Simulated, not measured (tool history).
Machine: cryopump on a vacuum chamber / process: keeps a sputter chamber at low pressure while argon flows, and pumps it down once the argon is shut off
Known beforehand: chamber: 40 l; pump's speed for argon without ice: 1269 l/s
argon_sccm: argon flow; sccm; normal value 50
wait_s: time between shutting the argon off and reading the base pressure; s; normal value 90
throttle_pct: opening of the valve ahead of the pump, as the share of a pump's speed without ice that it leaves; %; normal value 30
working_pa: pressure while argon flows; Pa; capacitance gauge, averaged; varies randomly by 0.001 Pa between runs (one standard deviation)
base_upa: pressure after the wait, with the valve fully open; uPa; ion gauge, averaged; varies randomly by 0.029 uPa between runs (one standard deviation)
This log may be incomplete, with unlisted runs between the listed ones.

run    hour  argon_sccm  wait_s  throttle_pct  working_pa  base_upa
  1       0          50      90            30      0.2288      1.78
  2      31          50      90            30       0.228      1.77
  3    71.8          50      90            30      0.2305      1.87
  4   112.5          50      90            30      0.2288      1.85
  5   171.6          50      90            30      0.2313      1.89
  6   231.4          61      90            30      0.2817      1.96
  7   259.6          61      90            30      0.2849      2.03
  8     307          50      90            25       0.276      2.02
  9   366.1          50      90            30      0.2341         2
 10   412.2          50      90            37      0.1949      2.07
 11   453.3          50     128            30      0.2362      1.72
 12   504.7          50     128            30      0.2368      1.79
 13   562.5          50     128            30      0.2373      1.82
 14   591.1          50     128            30      0.2392      1.84
 15   627.2          50      90            30      0.2407      2.25
 16   677.1          50      90            30      0.2393       2.3
 17   711.2          50      90            30      0.2407      2.37
 18   771.7          50      90            30      0.2429      2.34
 19   806.7          88      63            30      0.4261      2.91
      843.7  -- leaking fittings of the chamber tightened, without venting
 20   860.2          62     176            30       0.302      1.04
 21   914.3          22     138            30      0.1085      1.23
 22   967.9          26      23            45      0.0905      4.92
 23  1026.8          54     205            26       0.306      1.03
     1042.4  -- pump warmed up, emptied and cooled again
 24  1083.4          57      46            16      0.4752      2.65
 25  1126.2          72     118            18       0.538      1.31
 26  1182.2          94      30            20      0.6302      4.05
 27  1209.1          76      30            20      0.5147      3.91
 28  1256.5          50     261            32      0.2128      0.92
 29  1311.7          48      29            31      0.2121       4.1
 30  1365.7          50      24            59      0.1185      4.83
 31  1418.4          26      90            17      0.2081      1.83
 32  1464.1          26      90            17      0.2078      1.87
 33    1522          77     170            17      0.6195      1.35
 34  1555.5          77      63            23      0.4588      2.34

The logged runs with the hidden state left out (each run's random variation unchanged):
What the log doesn't record here: pump's speed, % of a pump's without ice; cold plate's temperature, K; leak into the chamber, uPa l/s; drift of the gauge itself on working_pa, %; drift of the gauge itself on base_upa, %.
run  working_pa  base_upa
  1      0.2226      1.39
  2      0.2213      1.37
  3       0.223      1.43
  4      0.2208      1.38
  5      0.2221      1.38
  6      0.2693      1.41
  7      0.2718      1.45
  8      0.2645      1.41
  9      0.2215      1.36
 10      0.1814      1.37
 11      0.2219      1.02
 12      0.2215      1.03
 13       0.221      1.01
 14      0.2222      1.01
 15       0.223      1.38
 16      0.2207      1.39
 17      0.2212      1.42
 18      0.2219      1.36
 19       0.388      1.87
 20      0.2738      0.86
 21      0.0978      1.01
 22      0.0772      4.66
 23      0.2767      0.72
 24       0.473      2.46
 25      0.5342      1.09
 26      0.6237      3.79
 27      0.5088      3.64
 28      0.2083      0.62
 29      0.2069      3.76
 30      0.1122      4.47
 31      0.2045      1.41
 32      0.2037      1.42
 33      0.6061      0.86
 34      0.4447      1.85
